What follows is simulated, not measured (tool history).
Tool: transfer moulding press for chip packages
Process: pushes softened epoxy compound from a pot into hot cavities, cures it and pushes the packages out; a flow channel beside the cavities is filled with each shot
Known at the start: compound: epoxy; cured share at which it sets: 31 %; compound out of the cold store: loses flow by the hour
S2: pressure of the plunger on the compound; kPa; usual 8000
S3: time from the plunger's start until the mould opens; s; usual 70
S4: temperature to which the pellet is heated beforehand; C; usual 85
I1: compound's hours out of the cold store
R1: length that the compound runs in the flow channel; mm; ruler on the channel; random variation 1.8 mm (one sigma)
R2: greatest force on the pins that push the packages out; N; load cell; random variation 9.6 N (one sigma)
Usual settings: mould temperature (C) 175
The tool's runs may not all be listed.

Run 1, hour 0: usual settings; I1 13.6. Result: R1 657 mm, R2 538 N.
At hour 37.8: cavities cleaned with cleaning compound and waxed.
At hour 62.8: plunger's sealing rings changed.
Run 2, hour 62.8: usual settings; I1 17.1. Result: R1 676 mm, R2 665 N.
At hour 106.7: cavities cleaned with cleaning compound and waxed.
Run 3, hour 146.1: usual settings but mould temperature (C) 182; I1 15. Result: R1 658 mm, R2 426 N.
At hour 170.2: cavities cleaned with cleaning compound and waxed.
Run 4, hour 220.3: usual settings; I1 34.1. Result: R1 630 mm, R2 559 N.
At hour 230.7: cavities cleaned with cleaning compound and waxed.
At hour 295.5: cavities cleaned with cleaning compound and waxed.
Run 5, hour 317.1: usual settings; I1 46.3. Result: R1 604 mm, R2 498 N.
At hour 356.6: cavities cleaned with cleaning compound and waxed.
Run 6, hour 403.9: usual settings; I1 30.2. Result: R1 629 mm, R2 574 N.
At hour 420.7: cavities cleaned with cleaning compound and waxed.
Run 7, hour 446.8: usual settings but S2 6780 kPa; I1 10. Result: R1 610 mm, R2 558 N.
At hour 487.3: cavities cleaned with cleaning compound and waxed.
At hour 499: plunger's sealing rings changed.
Run 8, hour 537.7: usual settings but S2 6780 kPa; I1 8.8. Result: R1 637 mm, R2 613 N.
At hour 551.8: cavities cleaned with cleaning compound and waxed.
At hour 593: cavities cleaned with cleaning compound and waxed, once more.
Run 9, hour 593: usual settings but S2 6780 kPa; I1 30.5. Result: R1 593 mm, R2 430 N.
At hour 628.3: mould's thermocouples calibrated.
At hour 654.8: cavities cleaned with cleaning compound and waxed.
Run 10, hour 668.1: usual settings but S2 7570 kPa; I1 17.4. Result: R1 645 mm, R2 496 N.
At hour 718.6: cavities cleaned with cleaning compound and waxed.
Run 11, hour 757.6: usual settings but S2 7570 kPa; I1 47.1. Result: R1 583 mm, R2 550 N.
At hour 784.2: cavities cleaned with cleaning compound and waxed.
Run 12, hour 826.5: usual settings; I1 36.7. Result: R1 618 mm, R2 532 N.
At hour 847.3: cavities cleaned with cleaning compound and waxed.
Run 13, hour 868.3: usual settings but S4 76 C; I1 47.4. Result: R1 593 mm, R2 509 N.
At hour 912.7: cavities cleaned with cleaning compound and waxed.
At hour 932.6: plunger's sealing rings changed.
Run 14, hour 944.8: usual settings but S2 8350 kPa, S3 54 s; I1 32.5. Result: R1 663 mm, R2 940 N.
At hour 983.3: cavities cleaned with cleaning compound and waxed.
At hour 1045.6: cavities cleaned with cleaning compound and waxed.
Run 15, hour 1045.6: usual settings but mould temperature (C) 172, S2 8370 kPa, S3 93 s, S4 82 C; I1 13.7. Result: R1 702 mm, R2 350 N.
At hour 1108.2: cavities cleaned with cleaning compound and waxed.
Run 16, hour 1127.7: usual settings but mould temperature (C) 177, S2 9410 kPa, S3 93 s, S4 82 C; I1 44.5. Result: R1 657 mm, R2 371 N.
At hour 1174.3: cavities cleaned with cleaning compound and waxed.
Run 17, hour 1177: usual settings but S3 53 s; I1 45.1. Result: R1 606 mm, R2 840 N.
Run 18, hour 1222.6: usual settings but S3 53 s, S4 82 C; I1 15.1. Result: R1 658 mm, R2 1149 N.
At hour 1236.2: cavities cleaned with cleaning compound and waxed.
Run 19, hour 1274.5: usual settings but S3 92 s, S4 76 C; I1 15. Result: R1 658 mm, R2 428 N.
At hour 1297.5: cavities cleaned with cleaning compound and waxed.
At hour 1340.9: mould's thermocouples calibrated.
At hour 1359: cavities cleaned with cleaning compound and waxed.
At hour 1368.3: plunger's sealing rings changed.
Run 20, hour 1374.1: usual settings but mould temperature (C) 170; I1 18.8. Result: R1 688 mm, R2 693 N.
At hour 1427.5: cavities cleaned with cleaning compound and waxed.
Run 21, hour 1462.9: usual settings but mould temperature (C) 170, S2 6680 kPa, S3 97 s, S4 89 C; I1 20.7. Result: R1 617 mm, R2 457 N.
At hour 1491.9: cavities cleaned with cleaning compound and waxed.
Run 22, hour 1534.9: usual settings but mould temperature (C) 170, S2 6680 kPa, S3 97 s, S4 89 C; I1 9.4. Result: R1 635 mm, R2 484 N.
At hour 1556.2: cavities cleaned with cleaning compound and waxed.
At hour 1615.7: cavities cleaned with cleaning compound and waxed.
Run 23, hour 1625.3: usual settings but mould temperature (C) 170, S2 6680 kPa, S3 97 s, S4 76 C; I1 46.3. Result: R1 566 mm, R2 380 N.
At hour 1680.3: cavities cleaned with cleaning compound and waxed.
Run 24, hour 1686.6: usual settings but mould temperature (C) 172, S2 6680 kPa, S3 97 s, S4 76 C; I1 10.2. Result: R1 622 mm, R2 356 N.
At hour 1745.9: cavities cleaned with cleaning compound and waxed.
Run 25, hour 1762.3: usual settings but mould temperature (C) 172, S2 6680 kPa, S3 97 s, S4 76 C; I1 25.8. Result: R1 589 mm, R2 386 N.

Forecast each of these 4 alternatives for the next run:
At hour 1800.6: plunger's sealing rings changed.
At hour 1816.1: cavities cleaned with cleaning compound and waxed.
Run A, hour 1856.9: usual settings but S3 98 s, S4 79 C; I1 20.7. Result: R1 ?, R2 ?.
At hour 1800.6: plunger's sealing rings changed.
At hour 1816.1: cavities cleaned with cleaning compound and waxed.
Run B, hour 1856.9: usual settings but mould temperature (C) 172, S2 8520 kPa, S3 62 s, S4 76 C; I1 20.2. Result: R1 ?, R2 ?.
At hour 1800.6: plunger's sealing rings changed.
At hour 1816.1: cavities cleaned with cleaning compound and waxed.
Run C, hour 1856.9: usual settings but mould temperature (C) 170, S2 7770 kPa, S3 61 s, S4 76 C; I1 28.3. Result: R1 ?, R2 ?.
At hour 1800.6: plunger's sealing rings changed.
At hour 1816.1: cavities cleaned with cleaning compound and waxed.
Run D, hour 1856.9: usual settings but mould temperature (C) 172, S2 7470 kPa, S3 92 s, S4 76 C; I1 40.8. Result: R1 ?, R2 ?.

run   R1    R2
  A  668   409
  B  700   953
  C  660  1157
  D  616   451
Without the tool's hidden state the same runs would have given:
run   R1   R2
  A  670  311
  B  701  691
  C  662  842
  D  618  339
